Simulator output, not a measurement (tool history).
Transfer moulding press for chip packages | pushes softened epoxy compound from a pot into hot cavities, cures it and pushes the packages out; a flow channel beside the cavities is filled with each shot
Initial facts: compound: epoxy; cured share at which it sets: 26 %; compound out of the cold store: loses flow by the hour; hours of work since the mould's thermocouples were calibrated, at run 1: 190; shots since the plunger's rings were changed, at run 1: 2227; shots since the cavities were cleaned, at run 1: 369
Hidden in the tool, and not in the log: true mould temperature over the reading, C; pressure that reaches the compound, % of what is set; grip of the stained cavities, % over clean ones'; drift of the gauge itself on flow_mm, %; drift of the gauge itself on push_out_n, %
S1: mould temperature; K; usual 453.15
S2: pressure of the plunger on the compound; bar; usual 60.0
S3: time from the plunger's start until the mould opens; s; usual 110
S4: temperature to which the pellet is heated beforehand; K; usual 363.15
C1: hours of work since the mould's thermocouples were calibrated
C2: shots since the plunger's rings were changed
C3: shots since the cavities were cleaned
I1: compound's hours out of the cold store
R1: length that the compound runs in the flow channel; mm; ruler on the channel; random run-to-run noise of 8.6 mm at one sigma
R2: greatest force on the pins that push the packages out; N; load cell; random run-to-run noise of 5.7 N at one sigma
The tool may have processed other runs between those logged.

| run | hour | S1 | S2 | S3 | S4 | C1 | C2 | C3 | I1 | R1 | R2 |
|---|---|---|---|---|---|---|---|---|---|---|---|
| 1 | 0.0 | 453.15 | 60.0 | 110 | 363.15 | 190 | 2227 | 369 | 35.0 | 885 | 330 |
|  | 17.2 | cavities cleaned with cleaning compound and waxed |
| 2 | 29.6 | 453.15 | 60.0 | 110 | 363.15 | 203 | 2457 | 101 | 42.7 | 849 | 230 |
| 3 | 52.7 | 453.15 | 69.5 | 110 | 363.15 | 213 | 2646 | 290 | 41.0 | 908 | 296 |
| 4 | 74.3 | 453.15 | 67.0 | 110 | 363.15 | 223 | 2824 | 468 | 24.7 | 946 | 344 |
|  | 80.4 | cavities cleaned with cleaning compound and waxed |
| 5 | 103.3 | 453.15 | 63.9 | 110 | 363.15 | 236 | 3050 | 188 | 42.4 | 876 | 256 |
|  | 106.7 | mould's thermocouples calibrated |
| 6 | 124.5 | 453.15 | 63.9 | 110 | 363.15 | 8 | 3208 | 346 | 32.9 | 882 | 306 |
|  | 145.7 | cavities cleaned with cleaning compound and waxed |
| 7 | 152.5 | 453.15 | 45.7 | 110 | 363.15 | 20 | 3425 | 56 | 43.2 | 720 | 216 |
| 8 | 184.3 | 460.15 | 60.0 | 110 | 363.15 | 34 | 3686 | 317 | 46.3 | 802 | 251 |

Forecast run 9:
|  | 209.3 | cavities cleaned with cleaning compound and waxed |
| 9 | 211.7 | 460.15 | 60.0 | 110 | 363.15 | 46 | 3898 | 20 | 29.9 | ? | ? |

{"run 9": {"R1": 868, "R2": 169}}
On a tool with no hidden condition, and with the same random variation, this run would have come out at R1 923 mm, R2 159 N.
